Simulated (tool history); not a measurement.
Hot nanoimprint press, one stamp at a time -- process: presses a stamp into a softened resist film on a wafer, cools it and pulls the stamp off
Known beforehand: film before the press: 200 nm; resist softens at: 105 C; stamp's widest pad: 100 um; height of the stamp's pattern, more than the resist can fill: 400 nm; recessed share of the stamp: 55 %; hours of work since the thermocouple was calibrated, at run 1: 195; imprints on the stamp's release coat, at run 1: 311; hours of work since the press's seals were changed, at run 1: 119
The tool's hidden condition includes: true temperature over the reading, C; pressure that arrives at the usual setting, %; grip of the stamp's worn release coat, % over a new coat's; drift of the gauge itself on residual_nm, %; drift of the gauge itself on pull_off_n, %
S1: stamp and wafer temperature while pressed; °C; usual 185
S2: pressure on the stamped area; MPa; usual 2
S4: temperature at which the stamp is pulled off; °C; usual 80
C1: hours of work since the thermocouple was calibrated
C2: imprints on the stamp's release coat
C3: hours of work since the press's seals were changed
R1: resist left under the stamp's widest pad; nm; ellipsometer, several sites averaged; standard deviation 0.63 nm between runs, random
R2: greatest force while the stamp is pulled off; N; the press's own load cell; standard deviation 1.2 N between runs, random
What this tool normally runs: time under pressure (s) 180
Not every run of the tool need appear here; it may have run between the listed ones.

{"run": 1, "hour": 0.0, "S1": 185, "S2": 2, "time under pressure (s)": 180, "S4": 80, "C1": 195, "C2": 311, "C3": 119, "R1": 105.8, "R2": 123}
{"run": 2, "hour": 5.2, "S1": 185, "S2": 2, "time under pressure (s)": 180, "S4": 80, "C1": 198, "C2": 320, "C3": 122, "R1": 106.1, "R2": 122}
{"run": 3, "hour": 15.5, "S1": 185, "S2": 2, "time under pressure (s)": 180, "S4": 80, "C1": 204, "C2": 339, "C3": 127, "R1": 105.2, "R2": 123}
{"run": 4, "hour": 22.8, "S1": 185, "S2": 2, "time under pressure (s)": 195, "S4": 80, "C1": 208, "C2": 353, "C3": 132, "R1": 103.9, "R2": 126}
{"run": 5, "hour": 32.6, "S1": 185, "S2": 2, "time under pressure (s)": 195, "S4": 80, "C1": 214, "C2": 371, "C3": 137, "R1": 104, "R2": 125}
{"run": 6, "hour": 42.8, "S1": 185, "S2": 2, "time under pressure (s)": 106, "S4": 80, "C1": 219, "C2": 390, "C3": 143, "R1": 123.5, "R2": 127}
{"run": 7, "hour": 51.7, "S1": 185, "S2": 2, "time under pressure (s)": 106, "S4": 80, "C1": 225, "C2": 407, "C3": 148, "R1": 123.1, "R2": 126}
{"hour": 55.5, "done": "plate thermocouple calibrated"}
{"run": 8, "hour": 59.9, "S1": 185, "S2": 2, "time under pressure (s)": 106, "S4": 80, "C1": 3, "C2": 416, "C3": 151, "R1": 123.8, "R2": 130}
{"run": 9, "hour": 70.9, "S1": 185, "S2": 2.06, "time under pressure (s)": 180, "S4": 80, "C1": 9, "C2": 437, "C3": 158, "R1": 105.9, "R2": 128}
{"run": 10, "hour": 75.7, "S1": 185, "S2": 2.99, "time under pressure (s)": 180, "S4": 80, "C1": 12, "C2": 446, "C3": 161, "R1": 86.8, "R2": 129}
{"run": 11, "hour": 82.9, "S1": 185, "S2": 2, "time under pressure (s)": 320, "S4": 80, "C1": 16, "C2": 459, "C3": 165, "R1": 89.2, "R2": 128}
{"run": 12, "hour": 87.9, "S1": 173, "S2": 2, "time under pressure (s)": 180, "S4": 80, "C1": 19, "C2": 468, "C3": 168, "R1": 158.4, "R2": 127}
{"run": 13, "hour": 95.4, "S1": 173, "S2": 2, "time under pressure (s)": 180, "S4": 80, "C1": 23, "C2": 482, "C3": 172, "R1": 158.1, "R2": 130}
{"run": 14, "hour": 102.0, "S1": 190, "S2": 2.85, "time under pressure (s)": 275, "S4": 70, "C1": 27, "C2": 495, "C3": 176, "R1": 64.2, "R2": 140}
{"run": 15, "hour": 109.8, "S1": 188, "S2": 2.85, "time under pressure (s)": 275, "S4": 70, "C1": 31, "C2": 509, "C3": 180, "R1": 69, "R2": 143}
{"hour": 114.5, "done": "plate thermocouple calibrated, once more"}
{"run": 16, "hour": 122.6, "S1": 188, "S2": 1.5, "time under pressure (s)": 106, "S4": 70, "C1": 5, "C2": 527, "C3": 186, "R1": 125.5, "R2": 141}
{"hour": 130.0, "done": "stamp cleaned and given a new release coat"}
{"run": 17, "hour": 135.9, "S1": 188, "S2": 2.61, "time under pressure (s)": 106, "S4": 70, "C1": 9, "C2": 11, "C3": 190, "R1": 98, "R2": 125}
{"run": 18, "hour": 146.5, "S1": 186, "S2": 2.13, "time under pressure (s)": 106, "S4": 75, "C1": 15, "C2": 30, "C3": 196, "R1": 115.3, "R2": 121}
{"run": 19, "hour": 155.0, "S1": 186, "S2": 2.13, "time under pressure (s)": 106, "S4": 75, "C1": 20, "C2": 46, "C3": 201, "R1": 115.4, "R2": 121}
{"run": 20, "hour": 162.1, "S1": 186, "S2": 2.13, "time under pressure (s)": 106, "S4": 75, "C1": 24, "C2": 59, "C3": 205, "R1": 114.6, "R2": 121}
{"run": 21, "hour": 168.1, "S1": 186, "S2": 2.13, "time under pressure (s)": 106, "S4": 75, "C1": 28, "C2": 70, "C3": 209, "R1": 114.4, "R2": 121}
{"run": 22, "hour": 176.8, "S1": 185, "S2": 1.25, "time under pressure (s)": 152, "S4": 80, "C1": 33, "C2": 87, "C3": 214, "R1": 135.7, "R2": 115}

What if the next run were any one of these 5? Each begins from the tool's condition after run 22:
{"run": "A", "hour": 184.8, "S1": 192, "S2": 2.8, "time under pressure (s)": 180, "S4": 80, "C1": 37, "C2": 102, "C3": 218, "R1": "?", "R2": "?"}
{"run": "B", "hour": 184.8, "S1": 185, "S2": 2.33, "time under pressure (s)": 180, "S4": 80, "C1": 37, "C2": 102, "C3": 218, "R1": "?", "R2": "?"}
{"run": "C", "hour": 184.8, "S1": 185, "S2": 1.25, "time under pressure (s)": 180, "S4": 80, "C1": 37, "C2": 102, "C3": 218, "R1": "?", "R2": "?"}
{"run": "D", "hour": 184.8, "S1": 175, "S2": 2, "time under pressure (s)": 180, "S4": 81, "C1": 37, "C2": 102, "C3": 218, "R1": "?", "R2": "?"}
{"run": "E", "hour": 184.8, "S1": 185, "S2": 2.09, "time under pressure (s)": 195, "S4": 81, "C1": 37, "C2": 102, "C3": 218, "R1": "?", "R2": "?"}

run=A R1=67.9 R2=117
run=B R1=96.7 R2=117
run=C R1=131.4 R2=118
run=D R1=145.7 R2=116
run=E R1=99.6 R2=117
Stripped of hidden state, with their random variation kept, the same runs would have yielded:
run=A R1=67.2 R2=114
run=B R1=96 R2=115
run=C R1=131.1 R2=115
run=D R1=145.1 R2=113
run=E R1=98.9 R2=114

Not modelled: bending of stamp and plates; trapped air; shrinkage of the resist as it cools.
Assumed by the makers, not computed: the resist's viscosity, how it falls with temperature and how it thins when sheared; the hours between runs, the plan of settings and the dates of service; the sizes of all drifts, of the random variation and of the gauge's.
